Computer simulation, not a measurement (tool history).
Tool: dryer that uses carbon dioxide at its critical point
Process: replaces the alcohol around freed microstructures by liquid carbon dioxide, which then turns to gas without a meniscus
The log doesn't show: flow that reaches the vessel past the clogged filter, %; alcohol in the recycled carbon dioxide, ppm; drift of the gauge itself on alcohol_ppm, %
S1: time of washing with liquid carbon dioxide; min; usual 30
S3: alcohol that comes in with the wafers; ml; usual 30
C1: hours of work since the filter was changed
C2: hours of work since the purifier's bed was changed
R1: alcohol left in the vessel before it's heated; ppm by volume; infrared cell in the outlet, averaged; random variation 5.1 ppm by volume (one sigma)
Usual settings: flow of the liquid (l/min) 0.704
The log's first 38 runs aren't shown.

{"run": 39, "day": 38.025, "S1": 43, "flow of the liquid (l/min)": 0.631, "S3": 63, "C1": 118, "C2": 546, "R1": 173}
{"run": 40, "day": 38.708, "S1": 31, "flow of the liquid (l/min)": 0.704, "S3": 28, "C1": 125, "C2": 553, "R1": 194}
{"run": 41, "day": 39.517, "S1": 32, "flow of the liquid (l/min)": 0.704, "S3": 28, "C1": 134, "C2": 562, "R1": 184}
{"run": 42, "day": 40.721, "S1": 30, "flow of the liquid (l/min)": 0.704, "S3": 30, "C1": 148, "C2": 575, "R1": 210}
{"run": 43, "day": 42.004, "S1": 30, "flow of the liquid (l/min)": 0.704, "S3": 30, "C1": 162, "C2": 589, "R1": 212}
{"run": 44, "day": 43.4, "S1": 30, "flow of the liquid (l/min)": 0.704, "S3": 30, "C1": 177, "C2": 605, "R1": 220}
{"run": 45, "day": 44.438, "S1": 34, "flow of the liquid (l/min)": 0.439, "S3": 93, "C1": 188, "C2": 616, "R1": 1280}
{"run": 46, "day": 45.692, "S1": 34, "flow of the liquid (l/min)": 0.439, "S3": 93, "C1": 202, "C2": 630, "R1": 1322}

Forecast each of these 3 alternatives for the next run:
{"run": "A", "day": 46.396, "S1": 30, "flow of the liquid (l/min)": 0.782, "S3": 25, "C1": 210, "C2": 638, "R1": "?"}
{"run": "B", "day": 46.396, "S1": 22, "flow of the liquid (l/min)": 0.879, "S3": 39, "C1": 210, "C2": 638, "R1": "?"}
{"run": "C", "day": 46.396, "S1": 18, "flow of the liquid (l/min)": 0.704, "S3": 30, "C1": 210, "C2": 638, "R1": "?"}

run=A R1=203
run=B R1=310
run=C R1=705
Without the tool's hidden state the same runs would have given:
run=A R1=46
run=B R1=123
run=C R1=448
